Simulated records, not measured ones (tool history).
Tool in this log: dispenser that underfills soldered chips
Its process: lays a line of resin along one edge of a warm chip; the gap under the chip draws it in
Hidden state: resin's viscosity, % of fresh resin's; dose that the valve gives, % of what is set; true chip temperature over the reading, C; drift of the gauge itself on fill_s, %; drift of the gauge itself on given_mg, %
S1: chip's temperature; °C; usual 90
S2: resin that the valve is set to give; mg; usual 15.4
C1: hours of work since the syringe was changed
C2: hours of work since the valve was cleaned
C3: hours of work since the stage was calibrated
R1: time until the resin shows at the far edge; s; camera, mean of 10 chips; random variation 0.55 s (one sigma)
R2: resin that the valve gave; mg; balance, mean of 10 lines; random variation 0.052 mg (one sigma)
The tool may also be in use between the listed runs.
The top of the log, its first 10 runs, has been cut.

run,hour,S1,S2,C1,C2,C3,R1,R2
# hour 82.3: new syringe of resin
11,83.1,90,17.3,1,46,296,45.4,16.50
# hour 93.3: new syringe of resin
12,94.6,90,17.3,1,55,305,47.3,16.45
# hour 100.0: dispensing valve cleaned and set on the balance
13,102.0,90,17.3,6,2,310,67.9,17.30
# hour 104.8: new syringe of resin
14,109.7,90,15.4,4,8,316,56.5,15.23
# hour 115.4: new syringe of resin
15,120.5,90,15.4,4,16,324,56.8,15.08
# hour 126.4: new syringe of resin
16,131.5,90,15.4,4,24,333,57.8,15.11
# hour 136.8: new syringe of resin
17,137.8,90,13.7,1,29,338,46.2,13.36
# hour 147.9: new syringe of resin
18,147.9,90,13.3,0,37,345,43.4,12.85
19,153.1,90,13.3,4,41,350,58.1,12.79
# hour 158.7: new syringe of resin
20,162.8,103,16.9,3,49,357,30.0,16.15
# hour 169.7: new syringe of resin
21,174.2,90,13.7,4,58,366,58.4,12.97
# hour 176.1: dispensing valve cleaned and set on the balance
# hour 181.4: new syringe of resin
22,184.8,92,18.6,3,7,373,46.2,18.38
# hour 192.1: new syringe of resin
23,195.2,98,16.8,2,15,381,35.4,16.56
# hour 203.2: new syringe of resin
24,204.6,99,15.4,1,22,389,30.2,15.03
# hour 213.4: new syringe of resin
25,214.7,101,16.6,1,30,397,27.9,16.10
# hour 224.6: new syringe of resin
26,227.0,101,16.6,2,39,406,29.8,16.00
# hour 234.9: new syringe of resin
27,234.9,96,16.6,0,46,412,31.6,15.91
28,241.4,93,19.4,5,51,417,51.0,18.44
# hour 245.8: new syringe of resin
29,248.6,90,16.5,2,56,423,50.3,15.68
# hour 252.4: dispensing valve cleaned and set on the balance
# hour 257.7: new syringe of resin
30,261.4,98,15.3,3,7,432,36.0,15.29
# hour 268.3: new syringe of resin
31,272.4,104,13.2,3,16,441,30.2,12.99
# hour 278.8: new syringe of resin
32,282.7,104,13.2,3,23,449,28.3,12.90
# hour 289.8: new syringe of resin
33,294.4,83,16.7,4,33,458,73.5,16.23
# hour 300.9: new syringe of resin
34,306.0,83,16.7,4,42,467,75.5,16.12
# hour 311.5: new syringe of resin
35,312.0,79,14.8,0,46,471,74.2,14.20

Below are 4 alternative next runs, each starting from the tool's condition after run 35. Predict each:
A,318.7,89,16.5,6,52,477,?,?
B,318.7,85,19.2,6,52,477,?,?
C,318.7,89,15.4,6,52,477,?,?
D,318.7,85,15.4,6,52,477,?,?

run,R1,R2
A,65.6,15.81
B,76.5,18.27
C,64.9,14.68
D,79.1,14.70
The same runs, with their run-to-run variation unchanged, on a tool lacking any hidden condition would have given:
run,R1,R2
A,48.2,16.54
B,56.4,19.11
C,47.5,15.35
D,58.0,15.37

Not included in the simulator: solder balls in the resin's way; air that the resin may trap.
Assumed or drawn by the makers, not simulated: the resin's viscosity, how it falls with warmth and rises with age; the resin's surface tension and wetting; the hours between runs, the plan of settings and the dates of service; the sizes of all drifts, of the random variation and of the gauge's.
